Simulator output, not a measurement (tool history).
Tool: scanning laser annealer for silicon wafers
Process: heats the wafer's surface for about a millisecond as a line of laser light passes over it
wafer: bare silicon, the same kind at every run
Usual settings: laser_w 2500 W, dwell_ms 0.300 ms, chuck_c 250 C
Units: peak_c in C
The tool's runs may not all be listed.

run,day,laser_w,dwell_ms,chuck_c,peak_c
1,0.000,2500,0.300,250,956
2,0.912,2500,0.300,250,953
3,1.808,2500,0.300,250,952
4,2.650,2500,0.300,250,954
5,3.221,2500,0.300,250,956
6,3.825,2500,0.300,250,955
7,4.833,2500,0.300,250,953
8,5.708,2500,0.251,250,902
9,6.496,2500,0.255,250,905
10,7.150,2240,0.300,250,887
11,7.962,2240,0.300,250,887
12,8.488,2240,0.300,250,883
13,9.088,2240,0.300,250,888
# day 9.571: optics aligned, line set to its width
14,9.875,2240,0.300,250,887
15,10.388,2558,0.300,250,972
16,11.404,2558,0.300,250,972
17,12.000,2713,0.300,250,1008
18,12.808,2713,0.300,250,1012
19,13.475,2713,0.300,250,1006
20,14.475,2644,0.300,250,993
21,15.400,2520,0.221,277,900
22,15.904,2188,0.253,255,831
23,16.571,2188,0.253,255,835
24,17.492,2148,0.253,220,791
25,18.462,2148,0.253,220,790
26,19.371,2176,0.334,243,891
27,20.038,2554,0.237,260,909
28,20.792,2554,0.237,260,910
29,21.346,2554,0.237,260,909
30,21.858,2554,0.237,260,906
31,22.742,2380,0.300,250,921
32,23.671,2186,0.306,238,866
33,24.525,2186,0.306,238,865
34,24.967,2584,0.306,272,1000
35,25.500,2584,0.306,272,1006
36,25.979,2500,0.301,250,954
37,26.900,2719,0.301,242,1007
38,27.346,2719,0.323,276,1062
39,27.962,2719,0.323,276,1060
40,28.533,2304,0.312,273,936

Forecast each of these 4 alternatives for the next run:
A,29.112,2724,0.300,250,?
B,29.112,2660,0.252,243,?
C,29.112,2479,0.306,256,?
D,29.112,2526,0.246,273,?

run,peak_c
A,1012
B,936
C,962
D,928
Without the tool's hidden state the same runs would have given:
run,peak_c
A,1013
B,937
C,962
D,928
